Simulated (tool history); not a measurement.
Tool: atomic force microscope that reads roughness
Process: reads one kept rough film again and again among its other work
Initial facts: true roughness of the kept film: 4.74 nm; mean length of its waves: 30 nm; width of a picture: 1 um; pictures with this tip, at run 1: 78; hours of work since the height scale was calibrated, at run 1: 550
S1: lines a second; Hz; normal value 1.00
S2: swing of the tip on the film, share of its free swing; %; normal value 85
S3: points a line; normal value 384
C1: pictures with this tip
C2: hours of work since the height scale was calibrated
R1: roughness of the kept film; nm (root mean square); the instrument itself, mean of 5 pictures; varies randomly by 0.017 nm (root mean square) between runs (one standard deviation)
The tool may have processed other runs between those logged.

run	hour	S1	S2	S3	C1	C2	R1
1	0.0	1.00	85	384	78	550	3.295
# hour 4.8: new tip fitted
2	15.8	1.00	85	274	16	558	3.870
3	32.5	1.00	55	274	41	567	3.733
4	48.3	1.00	55	274	64	575	3.566
# hour 63.1: new tip fitted
5	74.1	1.00	55	274	17	588	3.967
6	86.6	1.00	55	274	35	595	3.796
7	99.5	1.00	55	274	54	602	3.603
8	114.5	1.00	55	274	75	610	3.431
# hour 117.4: height scale calibrated on a step standard
# hour 121.8: new tip fitted
9	129.6	1.40	85	481	11	6	3.910
10	141.3	1.00	55	1009	28	12	3.972
11	163.9	1.00	55	1009	61	24	3.670
# hour 180.0: new tip fitted
12	191.9	1.00	77	325	17	39	3.925
13	203.5	0.54	63	620	34	45	3.869

Selected run-to-run steps in R1, each split into two signed amounts: the part the tool would show with no hidden state at all (from settings, incoming material and random variation), and the remainder, which goes to the hidden state together with any gauge scatter not common to the measured and the hidden-state-free results:
Hidden state at play: radius of the tip, nm; height scale over the true one, %; drift of the gauge itself on roughness_nm, %.
Run 1 -> 2: S3 384 -> 274, new tip fitted. R1 +0.575 nm (root mean square): hidden state +0.616, all else -0.041.
Run 8 -> 9: S1 1.00 -> 1.40, S2 55 -> 85, S3 274 -> 481, height scale calibrated on a step standard, new tip fitted. R1 +0.479 nm (root mean square): hidden state +0.694, all else -0.215.
